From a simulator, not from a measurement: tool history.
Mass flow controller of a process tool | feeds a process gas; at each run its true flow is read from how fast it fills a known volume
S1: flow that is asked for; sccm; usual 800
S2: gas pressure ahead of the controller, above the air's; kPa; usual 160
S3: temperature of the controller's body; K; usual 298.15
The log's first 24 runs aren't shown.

{"run": 25, "hour": 3267.2, "S1": 800, "S2": 266, "S3": 298.15, "true flow (%)": 99.64}
{"run": 26, "hour": 3450.7, "S1": 800, "S2": 266, "S3": 298.15, "true flow (%)": 99.47}
{"run": 27, "hour": 3542.3, "S1": 800, "S2": 266, "S3": 298.15, "true flow (%)": 99.51}
{"run": 28, "hour": 3717.2, "S1": 224, "S2": 215, "S3": 298.15, "true flow (%)": 103.45}
{"run": 29, "hour": 3916.5, "S1": 118, "S2": 240, "S3": 309.15, "true flow (%)": 109.94}
{"run": 30, "hour": 4048.5, "S1": 621, "S2": 240, "S3": 309.15, "true flow (%)": 101.2}
{"run": 31, "hour": 4207.1, "S1": 143, "S2": 156, "S3": 300.15, "true flow (%)": 107.58}
{"run": 32, "hour": 4358.0, "S1": 117, "S2": 214, "S3": 296.15, "true flow (%)": 109.11}
{"run": 33, "hour": 4518.6, "S1": 504, "S2": 190, "S3": 296.15, "true flow (%)": 100.19}
{"run": 34, "hour": 4660.5, "S1": 265, "S2": 261, "S3": 310.15, "true flow (%)": 104.19}
{"run": 35, "hour": 4796.5, "S1": 265, "S2": 261, "S3": 310.15, "true flow (%)": 104.18}
{"run": 36, "hour": 4888.3, "S1": 265, "S2": 261, "S3": 310.15, "true flow (%)": 104.31}

Forecast run 37:
{"run": 37, "hour": 5009.1, "S1": 123, "S2": 229, "S3": 296.15, "true flow (%)": "?"}

true flow (%): 109.4
Without the tool's hidden state the same run would have given true flow (%) 99.44.
